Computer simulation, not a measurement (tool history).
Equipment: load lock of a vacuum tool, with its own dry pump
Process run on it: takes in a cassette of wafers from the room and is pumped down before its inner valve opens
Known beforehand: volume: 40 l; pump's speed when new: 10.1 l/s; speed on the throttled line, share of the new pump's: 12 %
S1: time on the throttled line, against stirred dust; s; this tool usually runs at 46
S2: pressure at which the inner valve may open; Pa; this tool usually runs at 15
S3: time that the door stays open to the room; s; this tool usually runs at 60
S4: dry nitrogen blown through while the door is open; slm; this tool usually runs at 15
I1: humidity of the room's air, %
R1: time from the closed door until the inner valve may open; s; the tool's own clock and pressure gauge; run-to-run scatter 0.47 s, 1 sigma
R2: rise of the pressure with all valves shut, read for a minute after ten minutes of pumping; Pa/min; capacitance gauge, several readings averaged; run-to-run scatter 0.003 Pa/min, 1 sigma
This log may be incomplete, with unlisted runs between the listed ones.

Run 1, day 0.000: usual settings; I1 45.1. Result: R1 77.0 s, R2 0.391 Pa/min.
Run 2, day 5.867: usual settings; I1 49.6. Result: R1 77.3 s, R2 0.406 Pa/min.
Run 3, day 19.300: usual settings; I1 44.1. Result: R1 76.4 s, R2 0.422 Pa/min.
Run 4, day 31.796: usual settings; I1 48.4. Result: R1 77.3 s, R2 0.440 Pa/min.
Run 5, day 39.121: usual settings but S2 25 Pa; I1 45.1. Result: R1 74.5 s, R2 0.447 Pa/min.
Run 6, day 50.317: usual settings but S2 25 Pa; I1 45.9. Result: R1 75.1 s, R2 0.471 Pa/min.
Run 7, day 63.125: usual settings but S1 49 s, S2 25 Pa; I1 43.5. Result: R1 77.2 s, R2 0.484 Pa/min.
Run 8, day 70.275: usual settings but S1 49 s, S2 25 Pa; I1 44.3. Result: R1 77.9 s, R2 0.507 Pa/min.
Run 9, day 78.429: usual settings but S3 63 s; I1 42.7. Result: R1 78.0 s, R2 0.511 Pa/min.
Run 10, day 88.662: usual settings; I1 48.6. Result: R1 77.7 s, R2 0.527 Pa/min.
Run 11, day 96.308: usual settings but S1 26 s; I1 45.4. Result: R1 59.7 s, R2 0.550 Pa/min.
Run 12, day 106.167: usual settings but S1 26 s; I1 46.0. Result: R1 60.2 s, R2 0.566 Pa/min.
Run 13, day 115.708: usual settings but S1 26 s; I1 42.2. Result: R1 60.4 s, R2 0.576 Pa/min.
Run 14, day 126.042: usual settings but S1 27 s, S4 34 slm; I1 44.0. Result: R1 61.2 s, R2 0.598 Pa/min.
Run 15, day 137.229: usual settings but S2 26 Pa, S3 63 s; I1 44.2. Result: R1 75.6 s, R2 0.617 Pa/min.
At day 141.179: door's seal changed, seat wiped.
Run 16, day 146.188: usual settings but S2 29 Pa, S3 136 s; I1 46.4. Result: R1 74.8 s, R2 0.054 Pa/min.
Run 17, day 157.175: usual settings but S1 28 s, S3 29 s; I1 44.7. Result: R1 62.5 s, R2 0.030 Pa/min.
Run 18, day 166.829: usual settings but S1 28 s, S3 29 s; I1 47.3. Result: R1 61.7 s, R2 0.035 Pa/min.
Run 19, day 175.758: usual settings but S2 12 Pa, S4 18 slm; I1 44.2. Result: R1 79.5 s, R2 0.058 Pa/min.
Run 20, day 188.175: usual settings but S2 14 Pa, S3 77 s, S4 20 slm; I1 47.4. Result: R1 79.0 s, R2 0.058 Pa/min.
Run 21, day 202.212: usual settings but S2 14 Pa, S3 77 s, S4 20 slm; I1 42.7. Result: R1 78.3 s, R2 0.066 Pa/min.
Run 22, day 210.171: usual settings but S2 14 Pa, S3 77 s, S4 20 slm; I1 46.1. Result: R1 79.0 s, R2 0.069 Pa/min.
Run 23, day 218.108: usual settings but S1 36 s, S3 184 s, S4 39 slm; I1 43.0. Result: R1 69.2 s, R2 0.072 Pa/min.
Run 24, day 227.204: usual settings but S3 91 s, S4 27 slm; I1 44.6. Result: R1 78.7 s, R2 0.074 Pa/min.
Run 25, day 236.700: usual settings but S3 91 s, S4 27 slm; I1 45.2. Result: R1 78.0 s, R2 0.084 Pa/min.

3 ways to go on from here, each from the tool as it stands after run 25. What would each give?
Run A, day 247.842: usual settings but S2 29 Pa, S3 91 s, S4 27 slm; I1 44.8. Result: R1 ?, R2 ?.
Run B, day 247.842: usual settings but S2 19 Pa, S3 61 s, S4 19 slm; I1 45.5. Result: R1 ?, R2 ?.
Run C, day 247.842: usual settings but S1 37 s, S2 14 Pa, S3 37 s, S4 27 slm; I1 45.4. Result: R1 ?, R2 ?.

run    R1     R2
  A  75.6  0.087
  B  77.5  0.095
  C  70.8  0.080
Without the tool's unlogged condition, the same runs would have read:
run    R1     R2
  A  73.1  0.032
  B  74.9  0.040
  C  67.8  0.025
